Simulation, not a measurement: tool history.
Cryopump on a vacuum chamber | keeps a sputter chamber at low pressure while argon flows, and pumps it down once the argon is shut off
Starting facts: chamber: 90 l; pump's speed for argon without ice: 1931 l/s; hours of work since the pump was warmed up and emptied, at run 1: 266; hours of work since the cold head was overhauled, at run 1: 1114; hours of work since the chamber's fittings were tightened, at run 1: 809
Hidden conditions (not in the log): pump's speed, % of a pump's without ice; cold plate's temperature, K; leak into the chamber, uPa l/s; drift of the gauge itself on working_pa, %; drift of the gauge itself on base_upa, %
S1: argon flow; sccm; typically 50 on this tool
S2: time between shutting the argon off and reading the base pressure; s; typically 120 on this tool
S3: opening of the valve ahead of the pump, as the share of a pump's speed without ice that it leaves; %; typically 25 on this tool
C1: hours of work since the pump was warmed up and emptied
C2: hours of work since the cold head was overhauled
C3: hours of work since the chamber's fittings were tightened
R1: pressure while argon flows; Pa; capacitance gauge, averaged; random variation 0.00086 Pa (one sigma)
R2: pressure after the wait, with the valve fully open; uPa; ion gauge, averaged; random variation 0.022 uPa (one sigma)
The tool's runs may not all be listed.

{"run": 1, "hour": 0.0, "S1": 50, "S2": 120, "S3": 25, "C1": 266, "C2": 1114, "C3": 809, "R1": 0.1767, "R2": 1.74}
{"run": 2, "hour": 44.7, "S1": 60, "S2": 120, "S3": 25, "C1": 304, "C2": 1152, "C3": 848, "R1": 0.2146, "R2": 1.86}
{"run": 3, "hour": 79.1, "S1": 60, "S2": 120, "S3": 25, "C1": 334, "C2": 1182, "C3": 877, "R1": 0.2142, "R2": 1.94}
{"run": 4, "hour": 116.7, "S1": 60, "S2": 120, "S3": 25, "C1": 366, "C2": 1214, "C3": 910, "R1": 0.2178, "R2": 1.92}
{"run": 5, "hour": 147.6, "S1": 50, "S2": 120, "S3": 25, "C1": 393, "C2": 1241, "C3": 936, "R1": 0.1793, "R2": 2.03}
{"run": 6, "hour": 178.3, "S1": 50, "S2": 120, "S3": 25, "C1": 419, "C2": 1267, "C3": 963, "R1": 0.1802, "R2": 1.98}
{"run": 7, "hour": 202.9, "S1": 69, "S2": 120, "S3": 25, "C1": 441, "C2": 1288, "C3": 984, "R1": 0.2482, "R2": 2.07}
{"run": 8, "hour": 253.1, "S1": 69, "S2": 120, "S3": 25, "C1": 484, "C2": 1332, "C3": 1027, "R1": 0.2503, "R2": 2.12}
{"run": 9, "hour": 300.6, "S1": 50, "S2": 133, "S3": 25, "C1": 525, "C2": 1373, "C3": 1068, "R1": 0.1816, "R2": 2.23}
{"run": 10, "hour": 324.6, "S1": 22, "S2": 120, "S3": 25, "C1": 546, "C2": 1393, "C3": 1089, "R1": 0.0799, "R2": 2.21}
{"run": 11, "hour": 355.9, "S1": 50, "S2": 120, "S3": 25, "C1": 573, "C2": 1420, "C3": 1116, "R1": 0.183, "R2": 2.28}
{"run": 12, "hour": 386.7, "S1": 50, "S2": 120, "S3": 25, "C1": 599, "C2": 1447, "C3": 1142, "R1": 0.1824, "R2": 2.42}
{"run": 13, "hour": 427.7, "S1": 50, "S2": 120, "S3": 25, "C1": 634, "C2": 1482, "C3": 1178, "R1": 0.1834, "R2": 2.41}
{"run": 14, "hour": 451.3, "S1": 50, "S2": 120, "S3": 25, "C1": 655, "C2": 1502, "C3": 1198, "R1": 0.185, "R2": 2.47}
{"run": 15, "hour": 492.6, "S1": 50, "S2": 245, "S3": 25, "C1": 690, "C2": 1538, "C3": 1234, "R1": 0.1854, "R2": 2.35}
{"run": 16, "hour": 532.2, "S1": 50, "S2": 120, "S3": 25, "C1": 724, "C2": 1572, "C3": 1268, "R1": 0.1835, "R2": 2.65}
{"run": 17, "hour": 573.3, "S1": 50, "S2": 120, "S3": 25, "C1": 760, "C2": 1607, "C3": 1303, "R1": 0.1846, "R2": 2.68}
{"run": 18, "hour": 608.8, "S1": 34, "S2": 120, "S3": 24, "C1": 790, "C2": 1638, "C3": 1334, "R1": 0.1315, "R2": 2.79}
{"hour": 617.5, "done": "leaking fittings of the chamber tightened, without venting"}
{"hour": 653.3, "done": "pump warmed up, emptied and cooled again"}
{"run": 19, "hour": 666.9, "S1": 89, "S2": 120, "S3": 24, "C1": 12, "C2": 1682, "C3": 38, "R1": 0.3249, "R2": 0.63}
{"run": 20, "hour": 711.7, "S1": 23, "S2": 23, "S3": 21, "C1": 50, "C2": 1721, "C3": 77, "R1": 0.0964, "R2": 2.44}
{"run": 21, "hour": 748.4, "S1": 87, "S2": 71, "S3": 42, "C1": 82, "C2": 1752, "C3": 108, "R1": 0.1836, "R2": 1.02}
{"run": 22, "hour": 790.9, "S1": 69, "S2": 108, "S3": 21, "C1": 119, "C2": 1789, "C3": 145, "R1": 0.2902, "R2": 0.82}
{"run": 23, "hour": 835.8, "S1": 47, "S2": 108, "S3": 41, "C1": 157, "C2": 1828, "C3": 184, "R1": 0.1021, "R2": 0.89}
{"run": 24, "hour": 874.2, "S1": 21, "S2": 70, "S3": 26, "C1": 190, "C2": 1861, "C3": 217, "R1": 0.0723, "R2": 1.16}
{"run": 25, "hour": 899.0, "S1": 56, "S2": 291, "S3": 24, "C1": 212, "C2": 1882, "C3": 238, "R1": 0.2078, "R2": 0.67}
{"run": 26, "hour": 928.9, "S1": 56, "S2": 291, "S3": 24, "C1": 237, "C2": 1908, "C3": 264, "R1": 0.2087, "R2": 0.7}
{"run": 27, "hour": 952.5, "S1": 56, "S2": 291, "S3": 24, "C1": 258, "C2": 1928, "C3": 284, "R1": 0.209, "R2": 0.74}
{"run": 28, "hour": 990.2, "S1": 88, "S2": 47, "S3": 31, "C1": 290, "C2": 1961, "C3": 317, "R1": 0.2545, "R2": 1.61}
{"run": 29, "hour": 1019.5, "S1": 26, "S2": 50, "S3": 22, "C1": 315, "C2": 1986, "C3": 342, "R1": 0.1059, "R2": 1.63}
{"run": 30, "hour": 1060.8, "S1": 50, "S2": 184, "S3": 22, "C1": 351, "C2": 2022, "C3": 378, "R1": 0.2039, "R2": 0.98}
{"run": 31, "hour": 1110.7, "S1": 50, "S2": 184, "S3": 22, "C1": 394, "C2": 2064, "C3": 421, "R1": 0.2033, "R2": 1.03}
{"run": 32, "hour": 1144.2, "S1": 50, "S2": 65, "S3": 19, "C1": 423, "C2": 2093, "C3": 450, "R1": 0.237, "R2": 1.55}
{"run": 33, "hour": 1195.8, "S1": 50, "S2": 65, "S3": 38, "C1": 467, "C2": 2138, "C3": 494, "R1": 0.1203, "R2": 1.63}
{"run": 34, "hour": 1226.9, "S1": 86, "S2": 73, "S3": 33, "C1": 494, "C2": 2165, "C3": 521, "R1": 0.2386, "R2": 1.59}

Forecast each of these 3 alternatives for the next run:
{"run": "A", "hour": 1263.1, "S1": 62, "S2": 120, "S3": 25, "C1": 525, "C2": 2196, "C3": 552, "R1": "?", "R2": "?"}
{"run": "B", "hour": 1263.1, "S1": 86, "S2": 286, "S3": 18, "C1": 525, "C2": 2196, "C3": 552, "R1": "?", "R2": "?"}
{"run": "C", "hour": 1263.1, "S1": 50, "S2": 120, "S3": 25, "C1": 525, "C2": 2196, "C3": 552, "R1": "?", "R2": "?"}

run=A R1=0.2276 R2=1.41
run=B R1=0.4338 R2=1.22
run=C R1=0.1830 R2=1.38
What these runs would have given with no unlogged condition in the tool:
run=A R1=0.2191 R2=0.55
run=B R1=0.4220 R2=0.36
run=C R1=0.1762 R2=0.56
